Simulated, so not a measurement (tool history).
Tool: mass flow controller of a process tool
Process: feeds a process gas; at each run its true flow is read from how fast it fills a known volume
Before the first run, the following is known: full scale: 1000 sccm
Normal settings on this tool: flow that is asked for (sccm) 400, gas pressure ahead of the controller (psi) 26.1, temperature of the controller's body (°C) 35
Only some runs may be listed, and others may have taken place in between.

run,day,flow that is asked for (sccm),gas pressure ahead of the controller (psi),temperature of the controller's body (°C),true flow (%)
1,0.000,400,26.1,35,98.14
2,6.471,383,26.1,35,98.00
3,18.808,383,26.1,35,98.11
4,27.071,383,26.1,35,98.18
5,33.617,400,26.1,35,98.07
6,43.242,400,26.1,35,98.14
7,53.971,139,26.1,35,96.85
8,60.071,400,26.1,27,98.55
9,73.962,400,34.7,27,98.37
10,86.579,400,34.7,27,98.41
11,96.342,400,36.7,35,97.89
12,110.475,400,36.7,35,97.86
13,117.725,400,36.7,35,97.79
14,123.862,400,36.7,35,98.00
# day 124.883: controller's zero set anew
15,133.896,257,26.8,35,97.27
16,145.471,253,26.8,30,97.45
17,157.292,253,26.8,30,97.35
18,168.712,253,26.8,30,97.43
19,175.004,400,22.6,21,98.74
20,181.721,140,25.2,24,96.58
21,190.325,400,26.1,38,97.67
# day 196.275: controller's zero set anew, once more
22,203.721,400,26.1,38,98.27
23,212.750,400,26.1,38,98.33
24,218.621,400,26.1,38,98.42
25,226.817,802,25.4,24,100.07
26,233.071,798,25.4,24,100.15
27,242.212,798,25.4,24,100.05
28,249.283,332,38.3,24,98.69

Each row is a separate what-if for the run after 28, all from the same tool condition, not one after another. Results?
A,256.833,400,26.1,35,?
B,256.833,400,38.9,35,?
C,256.833,400,20.7,35,?

run,true flow (%)
A,98.51
B,98.23
C,98.75
With the hidden condition removed and each run's random variation left untouched, the same runs would have given:
run,true flow (%)
A,98.17
B,97.89
C,98.41
